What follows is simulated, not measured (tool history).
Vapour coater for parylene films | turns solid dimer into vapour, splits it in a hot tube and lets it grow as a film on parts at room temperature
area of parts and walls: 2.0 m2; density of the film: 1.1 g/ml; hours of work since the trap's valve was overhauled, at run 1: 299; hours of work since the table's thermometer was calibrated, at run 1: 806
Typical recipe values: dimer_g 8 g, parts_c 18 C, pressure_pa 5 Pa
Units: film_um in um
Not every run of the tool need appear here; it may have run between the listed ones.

run    hour  dimer_g  parts_c  pressure_pa  hours of work since the trap's valve was overhauled  hours of work since the table's thermometer was calibrated  film_um
  1       0        8       18            5                                                  299                                                         806     2.61
  2      74        8       18            5                                                  341                                                         848     2.63
  3   119.8        8       18            5                                                  367                                                         874     2.65
      130.1  -- trap's valve overhauled
  4   177.1        8       15            5                                                   27                                                         904     2.92
  5   249.3        8       19            5                                                   67                                                         945     2.56
  6   299.5        8       18            5                                                   96                                                         973     2.66
  7   352.9        8       18         3.28                                                  126                                                        1004     2.79
  8   425.3        3       18         3.28                                                  167                                                        1045     1.04
  9   494.4        3       18         3.28                                                  206                                                        1084     1.04
 10     561        3       18         3.28                                                  244                                                        1121     1.04
 11   641.4        3       18         3.28                                                  289                                                        1167     1.04
 12   720.7        3       18         3.28                                                  334                                                        1212     1.02
 13   770.1        3       18         3.28                                                  362                                                        1240     1.03
      786.1  -- trap's valve overhauled
 14   821.4        3       11         3.28                                                   20                                                        1267      1.3
 15     876        7       11          2.5                                                   51                                                        1297     3.13
 16   922.4        7       11          2.5                                                   77                                                        1324     3.12
 17   968.2        7       11          2.5                                                  103                                                        1350      3.1
 18  1043.4        8       25         4.57                                                  146                                                        1392     2.11
 19  1124.8        8       24          2.9                                                  192                                                        1438     2.33
 20  1212.4        8       24          2.9                                                  241                                                        1488     2.31
 21    1291       13       23            5                                                  286                                                        1532     3.63

Run 22 comes next. What will it give?
 22  1374.7        7       23         3.19                                                  333                                                        1580        ?

{"run 22": {"film_um": 2.08}}
With no hidden state in the tool, this same run would have given film_um 2.08 um.

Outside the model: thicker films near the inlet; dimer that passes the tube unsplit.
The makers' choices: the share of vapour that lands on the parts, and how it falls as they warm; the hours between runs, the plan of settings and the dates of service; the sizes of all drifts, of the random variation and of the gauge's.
